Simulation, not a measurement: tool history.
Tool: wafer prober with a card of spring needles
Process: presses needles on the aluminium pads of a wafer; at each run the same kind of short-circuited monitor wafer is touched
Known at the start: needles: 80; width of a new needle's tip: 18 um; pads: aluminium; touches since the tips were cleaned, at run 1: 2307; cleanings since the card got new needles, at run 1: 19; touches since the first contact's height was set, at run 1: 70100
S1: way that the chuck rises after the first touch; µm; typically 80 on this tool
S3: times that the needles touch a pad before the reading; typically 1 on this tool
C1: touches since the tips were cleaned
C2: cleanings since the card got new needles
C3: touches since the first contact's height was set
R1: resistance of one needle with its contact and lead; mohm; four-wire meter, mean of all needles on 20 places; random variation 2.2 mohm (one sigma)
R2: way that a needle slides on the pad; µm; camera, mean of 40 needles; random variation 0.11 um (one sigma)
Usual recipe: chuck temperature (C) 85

Run 1, day 0: usual settings; C1 2307; C2 19; C3 70100. Result: R1 287 mohm, R2 14.38 µm.
At day 0.062: tips cleaned on abrasive film.
At day 0.358: tips cleaned on abrasive film.
At day 0.65: tips cleaned on abrasive film.
Run 2, day 0.788: usual settings but chuck temperature (C) 101; C1 1758; C2 22; C3 80085. Result: R1 289 mohm, R2 14.26 µm.
At day 0.908: tips cleaned on abrasive film.
At day 1.208: tips cleaned on abrasive film.
At day 1.508: tips cleaned on abrasive film.
At day 1.808: tips cleaned on abrasive film.
Run 3, day 1.992: usual settings but chuck temperature (C) 101; C1 2361; C2 26; C3 95397. Result: R1 301 mohm, R2 14.12 µm.
At day 2.054: tips cleaned on abrasive film.
At day 2.346: tips cleaned on abrasive film.
At day 2.633: tips cleaned on abrasive film.
At day 2.871: tips cleaned on abrasive film.
At day 3.175: tips cleaned on abrasive film.
Run 4, day 3.183: usual settings but chuck temperature (C) 101; C1 156; C2 31; C3 110523. Result: R1 263 mohm, R2 14.16 µm.
At day 3.425: tips cleaned on abrasive film.
At day 3.717: tips cleaned on abrasive film.
Run 5, day 3.867: usual settings but chuck temperature (C) 101; C1 1933; C2 33; C3 119215. Result: R1 292 mohm, R2 13.94 µm.
At day 3.988: tips cleaned on abrasive film.
At day 4.288: tips cleaned on abrasive film.
At day 4.579: tips cleaned on abrasive film.
At day 4.879: tips cleaned on abrasive film.
Run 6, day 4.888: usual settings but chuck temperature (C) 101; C1 128; C2 37; C3 132169. Result: R1 259 mohm, R2 14.04 µm.
At day 5.129: tips cleaned on abrasive film.
At day 5.417: tips cleaned on abrasive film.
At day 5.717: tips cleaned on abrasive film.
Run 7, day 5.892: usual settings but chuck temperature (C) 101; C1 2241; C2 40; C3 144906. Result: R1 299 mohm, R2 13.9 µm.
At day 6.004: tips cleaned on abrasive film.
At day 6.3: tips cleaned on abrasive film.
At day 6.592: tips cleaned on abrasive film.
At day 6.888: tips cleaned on abrasive film.
Run 8, day 6.917: usual settings but chuck temperature (C) 52; C1 338; C2 44; C3 157919. Result: R1 253 mohm, R2 13.93 µm.
At day 7.158: tips cleaned on abrasive film.
At day 7.4: tips cleaned on abrasive film.
At day 7.7: tips cleaned on abrasive film.
At day 7.992: tips cleaned on abrasive film.
Run 9, day 8.146: usual settings but chuck temperature (C) 52; C1 1969; C2 48; C3 173573. Result: R1 291 mohm, R2 13.7 µm.
At day 8.262: tips cleaned on abrasive film.
At day 8.567: tips cleaned on abrasive film.
Run 10, day 8.712: usual settings but chuck temperature (C) 52; C1 1927; C2 50; C3 180790. Result: R1 298 mohm, R2 13.66 µm.
At day 8.838: tips cleaned on abrasive film.
At day 9.079: tips cleaned on abrasive film.
Run 11, day 9.275: usual settings but chuck temperature (C) 52; C1 2524; C2 52; C3 187898. Result: R1 296 mohm, R2 13.63 µm.
At day 9.338: tips cleaned on abrasive film.
At day 9.638: tips cleaned on abrasive film.
Run 12, day 9.796: usual settings; C1 2035; C2 54; C3 194519. Result: R1 303 mohm, R2 13.66 µm.
At day 9.917: tips cleaned on abrasive film.
At day 10.212: tips cleaned on abrasive film.
At day 10.454: tips cleaned on abrasive film.
Run 13, day 10.533: usual settings; C1 1026; C2 57; C3 203855. Result: R1 278 mohm, R2 13.5 µm.
At day 10.704: tips cleaned on abrasive film.
At day 10.946: tips cleaned on abrasive film.
At day 11.246: tips cleaned on abrasive film.
Run 14, day 11.388: usual settings; C1 1802; C2 60; C3 214708. Result: R1 297 mohm, R2 13.81 µm.
At day 11.508: tips cleaned on abrasive film.
At day 11.808: tips cleaned on abrasive film.
Run 15, day 12.033: usual settings; C1 2854; C2 62; C3 222912. Result: R1 311 mohm, R2 13.55 µm.
At day 12.096: tips cleaned on abrasive film.
At day 12.392: tips cleaned on abrasive film.
At day 12.683: tips cleaned on abrasive film.
At day 12.696: height of the first contact set anew.
Run 16, day 12.879: usual settings; C1 2374; C2 65; C3 2374. Result: R1 294 mohm, R2 14.57 µm.
At day 12.942: tips cleaned on abrasive film.
At day 13.242: tips cleaned on abrasive film.
At day 13.538: tips cleaned on abrasive film.
Run 17, day 13.771: usual settings but S1 92 µm, chuck temperature (C) 114, S3 2; C1 2999; C2 68; C3 13697. Result: R1 281 mohm, R2 16.89 µm.
At day 13.833: tips cleaned on abrasive film.
At day 14.125: tips cleaned on abrasive film.
At day 14.425: tips cleaned on abrasive film.
Run 18, day 14.429: usual settings but S1 92 µm, chuck temperature (C) 114, S3 2; C1 77; C2 71; C3 22046. Result: R1 255 mohm, R2 16.57 µm.
At day 14.671: tips cleaned on abrasive film.
At day 14.967: tips cleaned on abrasive film.
At day 15.267: tips cleaned on abrasive film.
Run 19, day 15.383: usual settings but S1 66 µm, chuck temperature (C) 108, S3 2; C1 1510; C2 74; C3 34193. Result: R1 292 mohm, R2 11.81 µm.
At day 15.567: tips cleaned on abrasive film.
At day 15.862: tips cleaned on abrasive film.
At day 16.158: tips cleaned on abrasive film.
At day 16.404: tips cleaned on abrasive film.
Run 20, day 16.404: usual settings but S1 82 µm; C1 0; C2 78; C3 47147. Result: R1 253 mohm, R2 14.65 µm.
At day 16.646: tips cleaned on abrasive film.
At day 16.938: tips cleaned on abrasive film.
Run 21, day 17.15: usual settings but S1 72 µm, chuck temperature (C) 82, S3 2; C1 2723; C2 80; C3 56615. Result: R1 293 mohm, R2 12.93 µm.
At day 17.212: tips cleaned on abrasive film.
At day 17.512: tips cleaned on abrasive film.
At day 17.796: tips cleaned on abrasive film.
At day 18.096: tips cleaned on abrasive film.
Run 22, day 18.321: usual settings but S1 72 µm, chuck temperature (C) 82, S3 2; C1 2920; C2 84; C3 71535. Result: R1 293 mohm, R2 12.85 µm.

Run 23 is up next; what results do you expect?
At day 18.388: tips cleaned on abrasive film.
At day 18.688: tips cleaned on abrasive film.
Run 23, day 18.854: usual settings but S1 87 µm, chuck temperature (C) 89; C1 2184; C2 86; C3 78303. Result: R1 ?, R2 ?.

R1: 290 mohm
R2: 15.5 µm
Take away the tool's hidden state, keep the run-to-run variation as it was, and the same run would have given R1 246 mohm, R2 15.92 µm.
